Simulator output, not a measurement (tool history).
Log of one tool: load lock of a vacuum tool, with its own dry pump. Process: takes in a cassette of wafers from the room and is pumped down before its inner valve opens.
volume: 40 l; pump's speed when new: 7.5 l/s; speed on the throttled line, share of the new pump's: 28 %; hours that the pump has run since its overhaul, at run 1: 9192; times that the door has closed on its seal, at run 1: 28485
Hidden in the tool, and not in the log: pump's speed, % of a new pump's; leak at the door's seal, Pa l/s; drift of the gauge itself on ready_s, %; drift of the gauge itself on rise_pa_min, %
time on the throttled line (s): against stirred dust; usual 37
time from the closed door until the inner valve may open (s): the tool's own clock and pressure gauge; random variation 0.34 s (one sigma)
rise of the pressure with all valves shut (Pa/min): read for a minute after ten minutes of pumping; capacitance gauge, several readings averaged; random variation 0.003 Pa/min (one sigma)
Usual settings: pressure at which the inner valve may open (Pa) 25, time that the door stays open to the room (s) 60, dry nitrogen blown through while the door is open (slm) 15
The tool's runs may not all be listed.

run    hour  time on the throttled line (s)  pressure at which the inner valve may open (Pa)  time that the door stays open to the room (s)  dry nitrogen blown through while the door is open (slm)  hours that the pump has run since its overhaul  times that the door has closed on its seal  incoming humidity of the room's air, %  time from the closed door until the inner valve may open (s)  rise of the pressure with all valves shut (Pa/min)
  1     0.0                              37                                               25                                             60                                                       15                                            9192                                       28485                                    43.8                                                          71.3                                               0.035
  2   339.2                              37                                               25                                             55                                                       15                                            9532                                       30090                                    45.2                                                          70.8                                               0.029
  3   698.0                              37                                               25                                             55                                                       15                                            9890                                       31787                                    43.8                                                          71.9                                               0.036
  4   950.4                              37                                               25                                             60                                                       10                                           10143                                       32981                                    47.5                                                          71.1                                               0.045
  5  1215.6                              31                                               25                                             60                                                       10                                           10408                                       34235                                    46.0                                                          66.8                                               0.043
  6  1438.4                              56                                               25                                             60                                                       15                                           10631                                       35289                                    47.5                                                          84.6                                               0.034
  7  1745.1                              56                                               25                                             60                                                       15                                           10938                                       36741                                    43.2                                                          84.8                                               0.031
  8  2080.9                              37                                               25                                             60                                                       15                                           11273                                       38329                                    45.4                                                          71.3                                               0.030
  9  2249.1                              37                                               25                                             60                                                       15                                           11441                                       39124                                    46.3                                                          70.7                                               0.030
 10  2438.9                              37                                               25                                             38                                                       15                                           11631                                       40022                                    44.4                                                          71.1                                               0.033
 11  2622.9                              37                                               25                                             38                                                       15                                           11815                                       40893                                    46.6                                                          70.7                                               0.026
 12  2922.1                              37                                               25                                             38                                                       15                                           12115                                       42308                                    44.5                                                          71.4                                               0.032
 13  3169.7                              37                                               25                                             38                                                       15                                           12362                                       43480                                    47.9                                                          71.1                                               0.026
 14  3502.4                              37                                               25                                             38                                                       15                                           12695                                       45054                                    46.8                                                          71.2                                               0.027
     3702.1  -- door's seal changed, seat wiped
 15  3702.1                              37                                               25                                             38                                                       15                                           12893                                           0                                    44.0                                                          70.9                                               0.030
 16  4041.1                              20                                               25                                             60                                                       15                                           13232                                        1604                                    51.9                                                          59.1                                               0.035
 17  4255.4                              37                                               25                                             60                                                       15                                           13446                                        2618                                    46.7                                                          71.4                                               0.037
 18  4546.0                              37                                               25                                             60                                                       15                                           13737                                        3993                                    41.6                                                          71.2                                               0.026
 19  4814.3                              37                                               18                                             25                                                       15                                           14005                                        5262                                    45.4                                                          73.3                                               0.022
 20  5005.2                              20                                               25                                            200                                                       15                                           14196                                        6165                                    44.8                                                          58.5                                               0.057
 21  5268.0                              20                                               25                                            200                                                        5                                           14459                                        7408                                    46.6                                                          58.3                                               0.087
 22  5627.2                              37                                               26                                             25                                                       15                                           14818                                        9107                                    47.7                                                          70.8                                               0.023
 23  5898.0                              37                                               24                                             60                                                       10                                           15089                                       10388                                    48.0                                                          71.7                                               0.037
 24  6247.1                              29                                               25                                             60                                                        4                                           15438                                       12040                                    46.0                                                          65.0                                               0.041
 25  6421.7                              29                                               28                                             60                                                        5                                           15613                                       12866                                    43.5                                                          65.3                                               0.041
 26  6779.4                              70                                               25                                             52                                                        7                                           15970                                       14558                                    43.2                                                          94.4                                               0.043
 27  7073.5                              37                                               22                                             65                                                       15                                           16264                                       15949                                    43.5                                                          72.3                                               0.034
 28  7404.4                              46                                               34                                             78                                                       15                                           16595                                       17515                                    47.0                                                          76.0                                               0.030
 29  7771.9                              47                                               25                                             60                                                       22                                           16963                                       19253                                    42.1                                                          78.9                                               0.029
 30  8012.5                              51                                               25                                            124                                                        7                                           17203                                       20391                                    44.9                                                          81.3                                               0.057
 31  8302.0                              35                                               22                                            124                                                        6                                           17493                                       21761                                    46.7                                                          70.6                                               0.061
     8422.9  -- dry pump taken out, an overhauled one fitted
 32  8612.9                              35                                               22                                            124                                                        6                                             190                                       23203                                    49.1                                                          70.2                                               0.069
 33  8964.3                              37                                               32                                            111                                                       15                                             541                                       24866                                    42.3                                                          69.4                                               0.038
 34  9313.0                              37                                               32                                            136                                                        5                                             890                                       26515                                    45.4                                                          69.7                                               0.063
 35  9475.6                              37                                               32                                            136                                                        5                                            1053                                       27284                                    47.3                                                          69.5                                               0.063
 36  9632.7                              37                                               32                                            136                                                        5                                            1210                                       28028                                    46.9                                                          69.3                                               0.067

How the hidden state differs across the entries between the runs, from the last listed run before each to the first after it:
Between runs 14 and 15: door's seal changed, seat wiped (hour 3702.1)
  leak at the door's seal, Pa l/s: 0.003 -> 0.002
Between runs 31 and 32: dry pump taken out, an overhauled one fitted (hour 8422.9)
  pump's speed, % of a new pump's: 99.9 -> 100; leak at the door's seal, Pa l/s: 0.0023 -> 0.0024
